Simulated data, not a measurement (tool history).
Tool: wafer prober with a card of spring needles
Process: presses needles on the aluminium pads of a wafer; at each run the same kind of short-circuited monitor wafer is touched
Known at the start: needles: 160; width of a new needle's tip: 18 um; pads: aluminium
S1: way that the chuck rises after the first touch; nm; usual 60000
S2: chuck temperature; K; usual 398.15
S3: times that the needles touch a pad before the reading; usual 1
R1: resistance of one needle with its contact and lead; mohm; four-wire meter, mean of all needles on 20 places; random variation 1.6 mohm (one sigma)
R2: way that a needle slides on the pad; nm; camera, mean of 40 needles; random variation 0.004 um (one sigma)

Run 1, hour 0: usual settings. Result: R1 234 mohm, R2 9036 nm.
At hour 4.7: tips cleaned on abrasive film.
At hour 14: tips cleaned on abrasive film.
At hour 25.6: tips cleaned on abrasive film.
At hour 37.1: tips cleaned on abrasive film.
Run 2, hour 40: usual settings. Result: R1 216 mohm, R2 9008 nm.
At hour 46.8: tips cleaned on abrasive film.
At hour 58.2: tips cleaned on abrasive film.
At hour 67.5: tips cleaned on abrasive film.
Run 3, hour 76.5: usual settings but S1 42000 nm. Result: R1 326 mohm, R2 6269 nm.
At hour 78.9: tips cleaned on abrasive film.
At hour 88.2: tips cleaned on abrasive film.
At hour 99.6: tips cleaned on abrasive film.
At hour 108.9: height of the first contact set anew.
At hour 110.6: tips cleaned on abrasive film.
Run 4, hour 110.6: usual settings. Result: R1 163 mohm, R2 9060 nm.
At hour 122.1: tips cleaned on abrasive film.
At hour 133.1: tips cleaned on abrasive film.
Run 5, hour 133.1: usual settings. Result: R1 159 mohm, R2 9040 nm.
At hour 144.7: tips cleaned on abrasive film.
At hour 155.9: tips cleaned on abrasive film.
At hour 165.2: tips cleaned on abrasive film.
At hour 176.6: tips cleaned on abrasive film.
Run 6, hour 180.7: usual settings but S2 342.15 K. Result: R1 228 mohm, R2 9017 nm.
At hour 187.6: tips cleaned on abrasive film.
At hour 196.9: tips cleaned on abrasive film.
At hour 206.2: tips cleaned on abrasive film.
Run 7, hour 212.9: usual settings but S2 342.15 K. Result: R1 235 mohm, R2 9001 nm.
At hour 217.6: tips cleaned on abrasive film.
At hour 229.2: tips cleaned on abrasive film.
At hour 240.6: tips cleaned on abrasive film.
At hour 252: tips cleaned on abrasive film.
At hour 261.3: tips cleaned on abrasive film.
At hour 262.7: height of the first contact set anew.
Run 8, hour 262.7: usual settings but S2 342.15 K. Result: R1 182 mohm, R2 9066 nm.
At hour 272: tips cleaned on abrasive film.
At hour 283.6: tips cleaned on abrasive film.
At hour 295.1: tips cleaned on abrasive film.
At hour 306.5: tips cleaned on abrasive film.
Run 9, hour 309.5: usual settings but S2 342.15 K. Result: R1 221 mohm, R2 9032 nm.
At hour 316.3: tips cleaned on abrasive film.
At hour 325.6: tips cleaned on abrasive film.
At hour 334.9: tips cleaned on abrasive film.
Run 10, hour 340.8: usual settings but S2 342.15 K. Result: R1 234 mohm, R2 9011 nm.
At hour 345.5: tips cleaned on abrasive film.
At hour 357.1: tips cleaned on abrasive film.
At hour 368.6: tips cleaned on abrasive film.
At hour 380: tips cleaned on abrasive film.
Run 11, hour 380: usual settings. Result: R1 162 mohm, R2 9000 nm.
At hour 389.3: tips cleaned on abrasive film.
At hour 400.7: tips cleaned on abrasive film.
At hour 412: tips cleaned on abrasive film.
At hour 416.9: height of the first contact set anew.
At hour 421.6: tips cleaned on abrasive film.
Run 12, hour 422.2: usual settings. Result: R1 175 mohm, R2 9050 nm.
At hour 431.1: tips cleaned on abrasive film.
At hour 440.4: tips cleaned on abrasive film.
Run 13, hour 443.7: usual settings. Result: R1 216 mohm, R2 9039 nm.
At hour 450.7: tips cleaned on abrasive film.
At hour 460: tips cleaned on abrasive film.
Run 14, hour 465.9: usual settings. Result: R1 238 mohm, R2 9031 nm.
At hour 470.6: tips cleaned on abrasive film.
At hour 479.9: tips cleaned on abrasive film.
At hour 491.5: tips cleaned on abrasive film.
At hour 500.8: tips cleaned on abrasive film.
At hour 510.1: tips cleaned on abrasive film.
Run 15, hour 515.6: usual settings but S1 51000 nm. Result: R1 268 mohm, R2 7632 nm.
At hour 520.3: tips cleaned on abrasive film.
At hour 531.8: tips cleaned on abrasive film.
At hour 543.2: tips cleaned on abrasive film.
Run 16, hour 547.9: usual settings but S1 46000 nm, S2 372.15 K, S3 2. Result: R1 240 mohm, R2 6859 nm.
At hour 552.6: tips cleaned on abrasive film.
At hour 564: tips cleaned on abrasive film.
At hour 570.1: height of the first contact set anew.
Run 17, hour 570.1: usual settings but S1 55000 nm, S2 352.15 K. Result: R1 258 mohm, R2 8304 nm.
At hour 574.8: tips cleaned on abrasive film.
At hour 586.1: tips cleaned on abrasive film.
Run 18, hour 594.9: usual settings but S1 44000 nm, S2 347.15 K, S3 3. Result: R1 213 mohm, R2 6632 nm.
At hour 597.3: tips cleaned on abrasive film.
At hour 606.6: tips cleaned on abrasive film.
At hour 618.2: tips cleaned on abrasive film.
At hour 629.8: tips cleaned on abrasive film.
At hour 641.3: tips cleaned on abrasive film.
Run 19, hour 641.3: usual settings but S1 48000 nm, S2 309.15 K, S3 2. Result: R1 149 mohm, R2 7206 nm.
At hour 652.5: tips cleaned on abrasive film.
At hour 663.9: tips cleaned on abrasive film.
Run 20, hour 667: usual settings but S1 48000 nm, S2 309.15 K, S3 2. Result: R1 207 mohm, R2 7188 nm.
At hour 673.8: tips cleaned on abrasive film.
At hour 685.2: tips cleaned on abrasive film.
At hour 696.8: tips cleaned on abrasive film.
At hour 708.8: card fitted with new needles.
Run 21, hour 717.7: usual settings but S1 74000 nm, S2 300.15 K. Result: R1 191 mohm, R2 11175 nm.
At hour 720.1: tips cleaned on abrasive film.
At hour 729.4: tips cleaned on abrasive film.
At hour 738.7: tips cleaned on abrasive film.
At hour 750.1: tips cleaned on abrasive film.
Run 22, hour 750.9: usual settings but S1 61000 nm, S2 355.15 K. Result: R1 170 mohm, R2 9190 nm.
At hour 759.9: tips cleaned on abrasive film.
At hour 771: tips cleaned on abrasive film.
Run 23, hour 775.1: usual settings but S1 44000 nm, S2 327.15 K. Result: R1 256 mohm, R2 6604 nm.
At hour 782.1: tips cleaned on abrasive film.
At hour 791.4: tips cleaned on abrasive film.
Run 24, hour 796.9: usual settings but S1 53000 nm, S2 376.15 K. Result: R1 231 mohm, R2 7958 nm.
At hour 801.6: tips cleaned on abrasive film.
At hour 813.2: tips cleaned on abrasive film.
At hour 823.8: tips cleaned on abrasive film.
Run 25, hour 823.8: usual settings but S1 53000 nm, S2 376.15 K. Result: R1 153 mohm, R2 7940 nm.
At hour 834.9: tips cleaned on abrasive film.
At hour 844.2: tips cleaned on abrasive film.
At hour 855.7: tips cleaned on abrasive film.
Run 26, hour 861.3: usual settings but S1 45000 nm, S2 353.15 K. Result: R1 265 mohm, R2 6708 nm.

3 ways to go on from here, each from the tool as it stands after run 26. What would each give?
At hour 863.9: height of the first contact set anew.
At hour 866.3: tips cleaned on abrasive film.
At hour 877.4: tips cleaned on abrasive film.
At hour 888.6: tips cleaned on abrasive film.
Run A, hour 890.5: usual settings but S1 40000 nm, S2 378.15 K, S3 3. Result: R1 ?, R2 ?.
At hour 863.9: height of the first contact set anew.
At hour 866.3: tips cleaned on abrasive film.
At hour 877.4: tips cleaned on abrasive film.
At hour 888.6: tips cleaned on abrasive film.
Run B, hour 890.5: usual settings but S1 45000 nm, S2 353.15 K, S3 2. Result: R1 ?, R2 ?.
At hour 863.9: height of the first contact set anew.
At hour 866.3: tips cleaned on abrasive film.
At hour 877.4: tips cleaned on abrasive film.
At hour 888.6: tips cleaned on abrasive film.
Run C, hour 890.5: usual settings but S1 46000 nm, S3 3. Result: R1 ?, R2 ?.

run   R1    R2
  A  178  6016
  B  187  6776
  C  173  6930
Without the tool's hidden state the same runs would have given:
run   R1    R2
  A  149  6035
  B  146  6794
  C  151  6948
